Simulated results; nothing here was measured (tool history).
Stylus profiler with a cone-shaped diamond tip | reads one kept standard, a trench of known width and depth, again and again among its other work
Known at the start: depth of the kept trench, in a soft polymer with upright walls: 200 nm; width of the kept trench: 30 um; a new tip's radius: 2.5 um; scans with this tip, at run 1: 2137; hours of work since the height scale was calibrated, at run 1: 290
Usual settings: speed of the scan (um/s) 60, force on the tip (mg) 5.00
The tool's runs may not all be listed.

| run | hour | speed of the scan (um/s) | force on the tip (mg) | scans with this tip | hours of work since the height scale was calibrated | depth of the trench (nm) | width of the trench's floor (nm) |
|---|---|---|---|---|---|---|---|
| 1 | 0.0 | 60 | 5.00 | 2137 | 290 | 203.07 | 27840 |
| 2 | 13.2 | 60 | 5.00 | 2183 | 297 | 203.04 | 27850 |
| 3 | 23.7 | 60 | 5.00 | 2219 | 301 | 203.06 | 27830 |
| 4 | 32.0 | 60 | 5.00 | 2248 | 305 | 203.11 | 27920 |
| 5 | 51.4 | 60 | 6.46 | 2316 | 315 | 203.64 | 27850 |
| 6 | 70.0 | 60 | 6.46 | 2381 | 323 | 203.65 | 27850 |
| 7 | 82.7 | 60 | 5.00 | 2425 | 329 | 202.85 | 27820 |
| 8 | 92.8 | 60 | 5.00 | 2461 | 334 | 202.95 | 27860 |
| 9 | 104.9 | 60 | 2.14 | 2503 | 340 | 201.92 | 27780 |
| 10 | 120.5 | 60 | 2.14 | 2557 | 347 | 201.72 | 27780 |
| 11 | 132.7 | 27 | 5.00 | 2600 | 353 | 203.21 | 27920 |
| 12 | 146.1 | 31 | 1.83 | 2647 | 360 | 201.84 | 27920 |
| 13 | 154.3 | 47 | 2.76 | 2675 | 363 | 202.09 | 27840 |

Run 14 comes next. What will it give?
| 14 | 162.7 | 37 | 2.03 | 2704 | 367 | ? | ? |

{"run 14": {"depth of the trench (nm)": 201.74, "width of the trench's floor (nm)": 27850}}
Without the tool's hidden state the same run would have given depth of the trench (nm) 201.74, width of the trench's floor (nm) 27850.
